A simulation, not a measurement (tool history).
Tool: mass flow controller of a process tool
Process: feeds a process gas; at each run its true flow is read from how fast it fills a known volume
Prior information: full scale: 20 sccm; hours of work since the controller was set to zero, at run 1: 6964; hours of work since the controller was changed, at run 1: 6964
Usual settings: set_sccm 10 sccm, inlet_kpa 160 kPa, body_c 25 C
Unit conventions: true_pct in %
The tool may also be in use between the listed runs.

| run | hour | set_sccm | inlet_kpa | body_c | hours of work since the controller was set to zero | hours of work since the controller was changed | true_pct |
|---|---|---|---|---|---|---|---|
| 1 | 0 | 10 | 160 | 25 | 6964 | 6964 | 96.04 |
| 2 | 507.4 | 10 | 160 | 25 | 7139 | 7139 | 95.96 |
| 3 | 778.1 | 6 | 160 | 25 | 7232 | 7232 | 96.24 |
|  | 860.1 | controller's zero set anew |
| 4 | 1141.6 | 10 | 160 | 25 | 97 | 7358 | 94.94 |
| 5 | 1511.6 | 10 | 160 | 25 | 225 | 7486 | 94.95 |
| 6 | 2059.1 | 6 | 160 | 25 | 414 | 7675 | 94.22 |
| 7 | 2442.2 | 2 | 160 | 25 | 546 | 7807 | 94.17 |
| 8 | 2902.7 | 2 | 160 | 25 | 706 | 7966 | 94.33 |
| 9 | 3454.4 | 10 | 202 | 39 | 896 | 8157 | 96.23 |
| 10 | 3902.7 | 3 | 175 | 37 | 1051 | 8311 | 95.36 |
| 11 | 4172.8 | 3 | 175 | 37 | 1144 | 8405 | 95.26 |
| 12 | 4428.5 | 4 | 181 | 32 | 1233 | 8493 | 94.77 |
| 13 | 5010.3 | 5 | 251 | 36 | 1433 | 8694 | 95.48 |

Predict each of these 5 candidate next runs independently; none follows another, all start after run 13:
| A | 5357.6 | 6 | 160 | 25 | 1553 | 8814 | ? |
| B | 5357.6 | 13 | 267 | 25 | 1553 | 8814 | ? |
| C | 5357.6 | 7 | 151 | 21 | 1553 | 8814 | ? |
| D | 5357.6 | 5 | 251 | 37 | 1553 | 8814 | ? |
| E | 5357.6 | 10 | 162 | 22 | 1553 | 8814 | ? |

| run | true_pct |
|---|---|
| A | 93.98 |
| B | 95.31 |
| C | 93.9 |
| D | 95.54 |
| E | 94.2 |
Had the tool no hidden state, the same runs would have come out as:
| run | true_pct |
|---|---|
| A | 97.94 |
| B | 99.47 |
| C | 97.92 |
| D | 99.41 |
| E | 98.3 |

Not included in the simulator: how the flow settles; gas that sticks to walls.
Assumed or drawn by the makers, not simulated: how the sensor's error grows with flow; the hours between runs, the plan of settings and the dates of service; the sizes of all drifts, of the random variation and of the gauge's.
